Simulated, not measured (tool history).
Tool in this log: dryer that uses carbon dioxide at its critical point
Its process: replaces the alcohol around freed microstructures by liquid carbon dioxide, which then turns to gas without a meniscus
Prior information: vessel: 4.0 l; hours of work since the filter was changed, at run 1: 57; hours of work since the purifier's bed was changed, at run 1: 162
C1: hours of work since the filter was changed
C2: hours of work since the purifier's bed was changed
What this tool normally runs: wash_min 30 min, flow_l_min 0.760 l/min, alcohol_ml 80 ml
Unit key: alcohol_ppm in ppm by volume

Run 1, day 0.000: usual settings; C1 57; C2 162. Result: alcohol_ppm 172 ppm by volume.
Run 2, day 1.588: usual settings but wash_min 46 min; C1 69; C2 174. Result: alcohol_ppm 50 ppm by volume.
Run 3, day 3.283: usual settings but wash_min 46 min; C1 82; C2 187. Result: alcohol_ppm 54 ppm by volume.
Run 4, day 5.092: usual settings but flow_l_min 1.124 l/min; C1 95; C2 200. Result: alcohol_ppm 60 ppm by volume.
Run 5, day 6.900: usual settings but wash_min 33 min; C1 109; C2 214. Result: alcohol_ppm 128 ppm by volume.
Run 6, day 8.950: usual settings but wash_min 33 min; C1 124; C2 229. Result: alcohol_ppm 151 ppm by volume.
Run 7, day 11.246: usual settings but wash_min 28 min; C1 142; C2 247. Result: alcohol_ppm 272 ppm by volume.
Run 8, day 13.433: usual settings but wash_min 28 min; C1 158; C2 263. Result: alcohol_ppm 301 ppm by volume.
Run 9, day 14.808: usual settings but wash_min 28 min, alcohol_ml 29 ml; C1 168; C2 273. Result: alcohol_ppm 155 ppm by volume.
Run 10, day 15.812: usual settings but wash_min 28 min, alcohol_ml 29 ml; C1 176; C2 281. Result: alcohol_ppm 158 ppm by volume.
Run 11, day 18.233: usual settings; C1 194; C2 299. Result: alcohol_ppm 267 ppm by volume.
Run 12, day 19.838: usual settings; C1 206; C2 311. Result: alcohol_ppm 270 ppm by volume.
Run 13, day 21.121: usual settings but wash_min 39 min; C1 216; C2 321. Result: alcohol_ppm 132 ppm by volume.
At day 22.379: inlet filter changed.
Run 14, day 22.912: usual settings but wash_min 39 min; C1 4; C2 334. Result: alcohol_ppm 104 ppm by volume.
Run 15, day 24.062: usual settings but wash_min 39 min; C1 13; C2 342. Result: alcohol_ppm 112 ppm by volume.
Run 16, day 25.904: usual settings but wash_min 39 min; C1 26; C2 356. Result: alcohol_ppm 115 ppm by volume.
Run 17, day 27.604: usual settings; C1 39; C2 369. Result: alcohol_ppm 203 ppm by volume.
Run 18, day 29.217: usual settings but wash_min 24 min; C1 51; C2 381. Result: alcohol_ppm 404 ppm by volume.
Run 19, day 30.458: usual settings but wash_min 24 min; C1 61; C2 390. Result: alcohol_ppm 420 ppm by volume.
Run 20, day 32.742: usual settings but wash_min 24 min, flow_l_min 0.933 l/min; C1 78; C2 408. Result: alcohol_ppm 229 ppm by volume.
Run 21, day 34.571: usual settings but wash_min 38 min, flow_l_min 0.576 l/min; C1 91; C2 421. Result: alcohol_ppm 274 ppm by volume.
Run 22, day 35.717: usual settings but wash_min 36 min, flow_l_min 0.576 l/min; C1 100; C2 430. Result: alcohol_ppm 326 ppm by volume.
Run 23, day 37.912: usual settings but wash_min 32 min, flow_l_min 0.466 l/min, alcohol_ml 37 ml; C1 117; C2 446. Result: alcohol_ppm 486 ppm by volume.
Run 24, day 40.296: usual settings but wash_min 32 min, flow_l_min 0.466 l/min, alcohol_ml 37 ml; C1 134; C2 464. Result: alcohol_ppm 505 ppm by volume.
Run 25, day 42.304: usual settings but wash_min 44 min, alcohol_ml 92 ml; C1 149; C2 479. Result: alcohol_ppm 121 ppm by volume.
Run 26, day 44.433: usual settings but wash_min 18 min, flow_l_min 0.877 l/min; C1 165; C2 495. Result: alcohol_ppm 833 ppm by volume.
Run 27, day 45.562: usual settings but wash_min 22 min, flow_l_min 0.496 l/min, alcohol_ml 42 ml; C1 174; C2 504. Result: alcohol_ppm 1252 ppm by volume.
Run 28, day 46.642: usual settings but alcohol_ml 43 ml; C1 182; C2 512. Result: alcohol_ppm 215 ppm by volume.
Run 29, day 47.992: usual settings but alcohol_ml 43 ml; C1 192; C2 522. Result: alcohol_ppm 212 ppm by volume.
Run 30, day 49.475: usual settings but wash_min 27 min, flow_l_min 0.900 l/min, alcohol_ml 66 ml; C1 203; C2 533. Result: alcohol_ppm 239 ppm by volume.
Run 31, day 50.500: usual settings but wash_min 43 min, flow_l_min 1.116 l/min, alcohol_ml 66 ml; C1 211; C2 541. Result: alcohol_ppm 121 ppm by volume.
Run 32, day 51.608: usual settings but wash_min 22 min; C1 219; C2 549. Result: alcohol_ppm 815 ppm by volume.
At day 52.488: inlet filter changed.
Run 33, day 52.679: usual settings but wash_min 22 min; C1 1; C2 557. Result: alcohol_ppm 558 ppm by volume.

Some steps in alcohol_ppm, run to run, broken into two amounts with sign: the step expected even without the hidden condition (settings, incoming material, random variation), and the rest, left for the hidden condition together with whatever gauge scatter is not in both the measured and the hidden-condition-free result:
Unlogged tool condition in this case: flow that reaches the vessel past the clogged filter, %; alcohol in the recycled carbon dioxide, ppm; drift of the gauge itself on alcohol_ppm, %.
Run 25 -> 26: wash_min 44 -> 18, flow_l_min 0.760 -> 0.877, alcohol_ml 92 -> 80. alcohol_ppm +712 ppm by volume: hidden state +207, all else +505.
Run 27 -> 28: wash_min 22 -> 30, flow_l_min 0.496 -> 0.760, alcohol_ml 42 -> 43. alcohol_ppm -1037 ppm by volume: hidden state -210, all else -827.
Run 31 -> 32: wash_min 43 -> 22, flow_l_min 1.116 -> 0.760, alcohol_ml 66 -> 80. alcohol_ppm +694 ppm by volume: hidden state +271, all else +423.
Run 32 -> 33: inlet filter changed. alcohol_ppm -257 ppm by volume: hidden state -260, all else +3.

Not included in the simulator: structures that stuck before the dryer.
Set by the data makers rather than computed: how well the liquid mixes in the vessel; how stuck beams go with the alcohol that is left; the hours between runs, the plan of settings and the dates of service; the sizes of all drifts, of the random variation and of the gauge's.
